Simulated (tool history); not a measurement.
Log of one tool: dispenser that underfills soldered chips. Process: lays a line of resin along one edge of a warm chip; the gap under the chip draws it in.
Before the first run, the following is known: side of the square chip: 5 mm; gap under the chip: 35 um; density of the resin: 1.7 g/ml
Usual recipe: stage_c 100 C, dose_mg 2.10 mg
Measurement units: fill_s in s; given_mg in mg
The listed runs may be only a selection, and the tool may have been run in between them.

run,hour,stage_c,dose_mg,fill_s,given_mg
1,0.0,100,2.10,26.0,2.097
# hour 6.7: new syringe of resin
2,8.9,100,2.10,27.4,2.090
# hour 14.1: new syringe of resin
3,15.5,100,2.10,26.5,2.085
# hour 21.7: new syringe of resin
4,22.1,100,2.10,25.6,2.087
# hour 29.3: new syringe of resin
5,31.0,100,2.22,26.5,2.196
# hour 36.8: new syringe of resin
6,36.8,100,2.10,24.8,2.075
7,43.0,95,2.10,40.4,2.063
# hour 44.0: new syringe of resin
# hour 51.3: new syringe of resin
8,51.3,100,2.03,25.7,1.995
# hour 58.6: new syringe of resin
9,58.9,100,2.10,25.3,2.059
10,65.2,100,2.10,33.6,2.063
# hour 66.3: new syringe of resin
11,72.0,100,2.10,32.8,2.055
# hour 73.6: new syringe of resin
12,76.6,100,2.12,28.3,2.083
# hour 81.0: new syringe of resin
13,83.7,102,2.37,25.5,2.323
# hour 88.7: new syringe of resin
14,91.8,97,2.68,32.6,2.613
# hour 96.2: new syringe of resin
15,100.4,100,2.34,29.3,2.277
# hour 103.5: new syringe of resin
16,106.9,100,2.34,28.5,2.271
# hour 111.0: new syringe of resin
17,114.1,97,2.31,33.5,2.246
# hour 118.6: new syringe of resin
18,121.9,97,2.31,33.4,2.236
# hour 126.0: new syringe of resin
19,126.5,107,2.45,19.4,2.368
20,130.1,107,2.45,21.4,2.374
# hour 133.5: new syringe of resin
21,139.2,107,2.45,23.6,2.365
# hour 141.1: new syringe of resin
22,143.6,110,2.10,18.4,2.027

4 options for the next run, each taken on its own from the tool as it stands now. Forecast them:
A,147.5,100,2.60,?,?
B,147.5,100,2.24,?,?
C,147.5,105,2.27,?,?
D,147.5,96,1.80,?,?

run,fill_s,given_mg
A,33.0,2.504
B,34.0,2.157
C,27.1,2.187
D,43.1,1.734
With no hidden state in the tool, these same runs would have given:
run,fill_s,given_mg
A,23.5,2.597
B,24.0,2.237
C,19.1,2.268
D,30.2,1.798
